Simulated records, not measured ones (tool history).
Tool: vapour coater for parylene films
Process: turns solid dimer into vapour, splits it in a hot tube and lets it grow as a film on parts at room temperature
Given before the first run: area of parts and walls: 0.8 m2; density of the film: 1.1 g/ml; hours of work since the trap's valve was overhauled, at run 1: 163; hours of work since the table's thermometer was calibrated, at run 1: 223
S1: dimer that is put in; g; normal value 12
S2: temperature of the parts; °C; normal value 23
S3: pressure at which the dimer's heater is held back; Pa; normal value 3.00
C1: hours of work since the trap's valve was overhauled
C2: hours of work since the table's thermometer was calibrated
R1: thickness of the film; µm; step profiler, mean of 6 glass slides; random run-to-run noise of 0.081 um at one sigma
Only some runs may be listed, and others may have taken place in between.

run 1 hour=0.0 | S1=12 S2=23 S3=3.00 | C1=163 C2=223 | R1=9.23
run 2 hour=14.0 | S1=12 S2=23 S3=2.20 | C1=174 C2=233 | R1=9.79
run 3 hour=22.8 | S1=12 S2=23 S3=3.90 | C1=181 C2=240 | R1=8.82
run 4 hour=31.2 | S1=7 S2=23 S3=3.90 | C1=188 C2=247 | R1=5.00
run 5 hour=50.1 | S1=7 S2=23 S3=3.90 | C1=202 C2=261 | R1=5.11
run 6 hour=59.9 | S1=7 S2=23 S3=3.90 | C1=210 C2=269 | R1=5.15
run 7 hour=73.4 | S1=10 S2=23 S3=3.00 | C1=220 C2=279 | R1=7.49
run 8 hour=88.9 | S1=10 S2=23 S3=7.13 | C1=232 C2=291 | R1=6.51
run 9 hour=104.6 | S1=10 S2=24 S3=7.13 | C1=245 C2=304 | R1=6.39
run 10 hour=116.8 | S1=12 S2=16 S3=3.00 | C1=254 C2=313 | R1=10.50
run 11 hour=127.7 | S1=12 S2=16 S3=3.00 | C1=263 C2=322 | R1=10.58
run 12 hour=140.9 | S1=12 S2=16 S3=3.00 | C1=273 C2=332 | R1=10.28
run 13 hour=156.6 | S1=12 S2=23 S3=2.04 | C1=285 C2=344 | R1=9.44
run 14 hour=171.5 | S1=12 S2=23 S3=2.04 | C1=296 C2=355 | R1=9.29
run 15 hour=180.6 | S1=12 S2=23 S3=4.32 | C1=303 C2=362 | R1=8.20
run 16 hour=190.5 | S1=19 S2=23 S3=3.00 | C1=311 C2=370 | R1=14.04
run 17 hour=207.8 | S1=19 S2=23 S3=3.00 | C1=325 C2=384 | R1=13.48
run 18 hour=217.4 | S1=19 S2=23 S3=3.00 | C1=332 C2=391 | R1=13.76
run 19 hour=236.2 | S1=19 S2=23 S3=3.00 | C1=347 C2=406 | R1=13.69
-- hour=251.4 trap's valve overhauled
run 20 hour=255.3 | S1=19 S2=23 S3=3.00 | C1=3 C2=417 | R1=15.51
run 21 hour=265.8 | S1=19 S2=17 S3=3.00 | C1=11 C2=425 | R1=17.45
run 22 hour=274.8 | S1=19 S2=17 S3=3.00 | C1=18 C2=432 | R1=17.52
run 23 hour=289.8 | S1=19 S2=17 S3=3.00 | C1=30 C2=444 | R1=17.49
run 24 hour=307.4 | S1=5 S2=19 S3=7.21 | C1=43 C2=458 | R1=3.82
run 25 hour=315.0 | S1=5 S2=19 S3=7.21 | C1=49 C2=464 | R1=3.78
run 26 hour=324.4 | S1=5 S2=19 S3=7.21 | C1=57 C2=471 | R1=3.71
run 27 hour=335.7 | S1=13 S2=23 S3=4.59 | C1=65 C2=480 | R1=9.65
run 28 hour=354.6 | S1=9 S2=31 S3=11.57 | C1=80 C2=494 | R1=4.77
run 29 hour=370.4 | S1=9 S2=31 S3=11.57 | C1=92 C2=506 | R1=4.75
run 30 hour=382.1 | S1=9 S2=31 S3=11.57 | C1=101 C2=516 | R1=4.68
run 31 hour=394.7 | S1=9 S2=30 S3=10.10 | C1=111 C2=525 | R1=4.86
run 32 hour=406.1 | S1=10 S2=16 S3=7.52 | C1=120 C2=534 | R1=7.68
run 33 hour=415.8 | S1=10 S2=16 S3=7.52 | C1=127 C2=542 | R1=7.72
run 34 hour=434.3 | S1=10 S2=16 S3=7.52 | C1=142 C2=556 | R1=7.69
run 35 hour=444.7 | S1=10 S2=16 S3=7.52 | C1=150 C2=564 | R1=7.62
run 36 hour=458.8 | S1=13 S2=19 S3=2.10 | C1=161 C2=575 | R1=11.51
run 37 hour=470.4 | S1=12 S2=19 S3=6.79 | C1=170 C2=584 | R1=8.67
run 38 hour=482.1 | S1=12 S2=19 S3=6.79 | C1=179 C2=593 | R1=8.57
run 39 hour=494.7 | S1=12 S2=19 S3=6.79 | C1=189 C2=603 | R1=8.59
run 40 hour=505.4 | S1=12 S2=23 S3=7.73 | C1=197 C2=611 | R1=7.81
run 41 hour=516.6 | S1=5 S2=17 S3=3.00 | C1=206 C2=620 | R1=4.30

Same runs, no hidden state in the tool, same run-to-run variation:
The hidden state here: vapour lost through the trap's worn valve, %; true temperature of the parts over the reading, C; drift of the gauge itself on film_um, %.
run=1 R1=9.81
run=2 R1=10.45
run=3 R1=9.43
run=4 R1=5.37
run=5 R1=5.52
run=6 R1=5.57
run=7 R1=8.14
run=8 R1=7.11
run=9 R1=7.02
run=10 R1=11.57
run=11 R1=11.70
run=12 R1=11.41
run=13 R1=10.52
run=14 R1=10.41
run=15 R1=9.21
run=16 R1=15.83
run=17 R1=15.28
run=18 R1=15.64
run=19 R1=15.67
run=20 R1=15.63
run=21 R1=17.64
run=22 R1=17.75
run=23 R1=17.80
run=24 R1=3.90
run=25 R1=3.88
run=26 R1=3.81
run=27 R1=9.95
run=28 R1=4.95
run=29 R1=4.95
run=30 R1=4.89
run=31 R1=5.10
run=32 R1=8.09
run=33 R1=8.15
run=34 R1=8.17
run=35 R1=8.12
run=36 R1=12.30
run=37 R1=9.30
run=38 R1=9.23
run=39 R1=9.29
run=40 R1=8.46
run=41 R1=4.68

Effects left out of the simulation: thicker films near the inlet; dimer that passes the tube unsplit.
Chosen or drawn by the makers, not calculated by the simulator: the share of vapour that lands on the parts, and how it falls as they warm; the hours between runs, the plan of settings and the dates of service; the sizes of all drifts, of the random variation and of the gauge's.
